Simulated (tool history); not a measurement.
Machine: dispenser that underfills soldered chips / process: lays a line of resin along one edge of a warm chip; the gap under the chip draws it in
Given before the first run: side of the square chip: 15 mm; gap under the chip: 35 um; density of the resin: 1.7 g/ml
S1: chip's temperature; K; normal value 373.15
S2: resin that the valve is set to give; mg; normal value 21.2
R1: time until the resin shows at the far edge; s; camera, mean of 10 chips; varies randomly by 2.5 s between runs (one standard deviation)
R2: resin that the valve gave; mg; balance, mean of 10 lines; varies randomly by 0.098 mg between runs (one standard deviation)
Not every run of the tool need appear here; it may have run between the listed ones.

Run 1, hour 0.0: usual settings. Result: R1 354.7 s, R2 20.95 mg.
Run 2, hour 7.0: usual settings. Result: R1 299.3 s, R2 20.92 mg.
Run 3, hour 12.2: usual settings but S2 26.2 mg. Result: R1 372.7 s, R2 25.95 mg.
Run 4, hour 19.5: usual settings but S1 384.15 K, S2 26.2 mg. Result: R1 217.9 s, R2 25.83 mg.
Run 5, hour 26.6: usual settings but S1 384.15 K, S2 26.2 mg. Result: R1 188.2 s, R2 25.72 mg.
Run 6, hour 31.1: usual settings. Result: R1 336.9 s, R2 20.65 mg.
Run 7, hour 34.9: usual settings. Result: R1 238.2 s, R2 20.61 mg.
Run 8, hour 40.0: usual settings. Result: R1 305.4 s, R2 20.66 mg.
Run 9, hour 44.1: usual settings but S1 388.15 K. Result: R1 225.3 s, R2 20.56 mg.
Run 10, hour 47.8: usual settings but S1 384.15 K. Result: R1 184.5 s, R2 20.52 mg.
Run 11, hour 53.9: usual settings. Result: R1 352.3 s, R2 20.37 mg.
Run 12, hour 60.9: usual settings but S2 20.9 mg. Result: R1 299.2 s, R2 20.21 mg.
Run 13, hour 67.5: usual settings. Result: R1 240.1 s, R2 20.52 mg.
Run 14, hour 74.5: usual settings. Result: R1 336.4 s, R2 20.25 mg.
Run 15, hour 82.4: usual settings but S1 359.15 K. Result: R1 493.2 s, R2 20.29 mg.
Run 16, hour 86.5: usual settings but S1 359.15 K. Result: R1 615.3 s, R2 20.02 mg.
Run 17, hour 90.6: usual settings but S1 359.15 K. Result: R1 444.6 s, R2 20.21 mg.
Run 18, hour 94.7: usual settings but S1 359.15 K. Result: R1 549.8 s, R2 20.11 mg.
Run 19, hour 100.7: usual settings but S1 363.15 K, S2 20.1 mg. Result: R1 366.1 s, R2 19.10 mg.
Run 20, hour 106.7: usual settings but S2 21.5 mg. Result: R1 340.1 s, R2 20.32 mg.
Run 21, hour 111.0: usual settings but S1 363.15 K, S2 23.9 mg. Result: R1 355.3 s, R2 22.63 mg.
Run 22, hour 117.5: usual settings but S1 363.15 K, S2 23.9 mg. Result: R1 491.1 s, R2 22.57 mg.
Run 23, hour 124.7: usual settings but S1 370.15 K. Result: R1 317.3 s, R2 19.86 mg.
Run 24, hour 129.6: usual settings but S2 18.6 mg. Result: R1 370.0 s, R2 17.47 mg.
Run 25, hour 136.2: usual settings but S1 383.15 K, S2 18.1 mg. Result: R1 227.1 s, R2 16.92 mg.
Run 26, hour 141.6: usual settings but S1 383.15 K, S2 18.1 mg. Result: R1 177.1 s, R2 16.93 mg.
Run 27, hour 145.2: usual settings but S1 380.15 K, S2 25.2 mg. Result: R1 216.3 s, R2 23.43 mg.
Run 28, hour 150.5: usual settings but S1 376.15 K, S2 24.5 mg. Result: R1 319.1 s, R2 22.66 mg.
Run 29, hour 155.1: usual settings but S1 376.15 K, S2 24.5 mg. Result: R1 233.3 s, R2 22.73 mg.
Run 30, hour 159.7: usual settings but S1 364.15 K, S2 19.2 mg. Result: R1 473.4 s, R2 17.71 mg.
Run 31, hour 163.4: usual settings but S1 371.15 K, S2 20.0 mg. Result: R1 259.5 s, R2 18.37 mg.
Run 32, hour 170.0: usual settings but S2 18.4 mg. Result: R1 330.6 s, R2 16.99 mg.
Run 33, hour 175.7: usual settings but S2 18.4 mg. Result: R1 250.0 s, R2 18.38 mg.
Run 34, hour 181.6: usual settings but S1 381.15 K, S2 18.4 mg. Result: R1 253.0 s, R2 18.25 mg.
Run 35, hour 185.7: usual settings but S1 381.15 K, S2 18.4 mg. Result: R1 183.8 s, R2 18.25 mg.
Run 36, hour 192.0: usual settings but S1 381.15 K, S2 19.9 mg. Result: R1 246.7 s, R2 19.82 mg.

Not shown here: 19 entries made in the log between runs. Locate each between two listed runs and compare the hidden state at the listed run before it with the hidden state at the listed run after it:
Runs 1 to 2: new syringe of resin (hour 2.4)
  resin's viscosity, % of fresh resin's: 149.4 -> 123.6; dose that the valve gives, % of what is set: 98.83 -> 98.53; true chip temperature over the reading, C: 0.89 -> 0.92
  measured less the result without the state, R1: +110.2 -> +49.7 s; R2: -0.25 -> -0.31 mg
Runs 3 to 4: new syringe of resin (hour 13.0)
  resin's viscosity, % of fresh resin's: 157.7 -> 136.3; dose that the valve gives, % of what is set: 98.33 -> 98.04; true chip temperature over the reading, C: 0.94 -> 0.97
  measured less the result without the state, R1: +128.4 -> +53.1 s; R2: -0.44 -> -0.52 mg
Runs 4 to 5: new syringe of resin (hour 23.7)
  resin's viscosity, % of fresh resin's: 136.3 -> 114.8; dose that the valve gives, % of what is set: 98.04 -> 97.76; true chip temperature over the reading, C: 0.97 -> 1.01
  measured less the result without the state, R1: +53.1 -> +18.9 s; R2: -0.52 -> -0.58 mg
Runs 6 to 7: new syringe of resin (hour 34.8)
  resin's viscosity, % of fresh resin's: 141.7 -> 101.1; dose that the valve gives, % of what is set: 97.57 -> 97.44; true chip temperature over the reading, C: 1.02 -> 1.04
  measured less the result without the state, R1: +91.3 -> -5.4 s; R2: -0.52 -> -0.54 mg
Runs 9 to 10: new syringe of resin (hour 45.7)
  resin's viscosity, % of fresh resin's: 156 -> 111; dose that the valve gives, % of what is set: 97.06 -> 96.92; true chip temperature over the reading, C: 1.08 -> 1.09
  measured less the result without the state, R1: +76.3 -> +12.9 s; R2: -0.62 -> -0.66 mg
Runs 11 to 12: new syringe of resin (hour 56.4)
  resin's viscosity, % of fresh resin's: 147.7 -> 125.6; dose that the valve gives, % of what is set: 96.65 -> 96.35; true chip temperature over the reading, C: 1.11 -> 1.14
  measured less the result without the state, R1: +105.5 -> +52.6 s; R2: -0.70 -> -0.76 mg
Runs 12 to 13: new syringe of resin (hour 66.9)
  resin's viscosity, % of fresh resin's: 125.6 -> 102.1; dose that the valve gives, % of what is set: 96.35 -> 96.08; true chip temperature over the reading, C: 1.14 -> 1.17
  measured less the result without the state, R1: +52.6 -> -3.6 s; R2: -0.76 -> -0.83 mg
Runs 14 to 15: new syringe of resin (hour 77.5)
  resin's viscosity, % of fresh resin's: 142.1 -> 125.9; dose that the valve gives, % of what is set: 95.79 -> 95.48; true chip temperature over the reading, C: 1.2 -> 1.23
  measured less the result without the state, R1: +91.0 -> +85.3 s; R2: -0.89 -> -0.95 mg
Runs 16 to 17: new syringe of resin (hour 88.1)
  resin's viscosity, % of fresh resin's: 153.2 -> 113.9; dose that the valve gives, % of what is set: 95.31 -> 95.16; true chip temperature over the reading, C: 1.25 -> 1.26
  measured less the result without the state, R1: +196.9 -> +37.9 s; R2: -0.99 -> -1.02 mg
Runs 18 to 19: new syringe of resin (hour 99.0)
  resin's viscosity, % of fresh resin's: 138.6 -> 107.7; dose that the valve gives, % of what is set: 94.98 -> 94.72; true chip temperature over the reading, C: 1.28 -> 1.3
  measured less the result without the state, R1: +136.6 -> +13.0 s; R2: -1.06 -> -1.06 mg
Runs 20 to 21: new syringe of resin (hour 109.6)
  resin's viscosity, % of fresh resin's: 142.6 -> 107.3; dose that the valve gives, % of what is set: 94.49 -> 94.33; true chip temperature over the reading, C: 1.33 -> 1.35
  measured less the result without the state, R1: +92.1 -> +8.8 s; R2: -1.18 -> -1.36 mg
Runs 22 to 23: new syringe of resin (hour 120.3)
  resin's viscosity, % of fresh resin's: 146 -> 120.1; dose that the valve gives, % of what is set: 94.06 -> 93.79; true chip temperature over the reading, C: 1.37 -> 1.4
  measured less the result without the state, R1: +138.9 -> +42.3 s; R2: -1.43 -> -1.32 mg
Runs 24 to 25: new syringe of resin (hour 130.9)
  resin's viscosity, % of fresh resin's: 151.9 -> 129.8; dose that the valve gives, % of what is set: 93.59 -> 93.34; true chip temperature over the reading, C: 1.42 -> 1.45
  measured less the result without the state, R1: +118.5 -> +47.2 s; R2: -1.19 -> -1.19 mg
Runs 25 to 26: new syringe of resin (hour 141.5)
  resin's viscosity, % of fresh resin's: 129.8 -> 99.5; dose that the valve gives, % of what is set: 93.34 -> 93.11; true chip temperature over the reading, C: 1.45 -> 1.47
  measured less the result without the state, R1: +47.2 -> -5.9 s; R2: -1.19 -> -1.25 mg
Runs 28 to 29: new syringe of resin (hour 152.3)
  resin's viscosity, % of fresh resin's: 151.2 -> 111.8; dose that the valve gives, % of what is set: 92.74 -> 92.59; true chip temperature over the reading, C: 1.51 -> 1.53
  measured less the result without the state, R1: +97.9 -> +14.6 s; R2: -1.77 -> -1.82 mg
Runs 30 to 31: new syringe of resin (hour 163.1)
  resin's viscosity, % of fresh resin's: 138.9 -> 99.8; dose that the valve gives, % of what is set: 92.38 -> 92.24; true chip temperature over the reading, C: 1.54 -> 1.56
  measured less the result without the state, R1: +119.5 -> -10.8 s; R2: -1.46 -> -1.55 mg
Runs 32 to 33: dispensing valve cleaned and set on the balance (hour 171.5); new syringe of resin (hour 174.7)
  resin's viscosity, % of fresh resin's: 136.2 -> 104.4; dose that the valve gives, % of what is set: 91.98 -> 99.69; true chip temperature over the reading, C: 1.59 -> 1.61
  measured less the result without the state, R1: +79.9 -> -3.0 s; R2: -1.48 -> -0.06 mg
Runs 34 to 35: new syringe of resin (hour 185.3)
  resin's viscosity, % of fresh resin's: 137.9 -> 101.8; dose that the valve gives, % of what is set: 99.45 -> 99.29; true chip temperature over the reading, C: 1.63 -> 1.65
  measured less the result without the state, R1: +59.4 -> -6.7 s; R2: -0.10 -> -0.13 mg

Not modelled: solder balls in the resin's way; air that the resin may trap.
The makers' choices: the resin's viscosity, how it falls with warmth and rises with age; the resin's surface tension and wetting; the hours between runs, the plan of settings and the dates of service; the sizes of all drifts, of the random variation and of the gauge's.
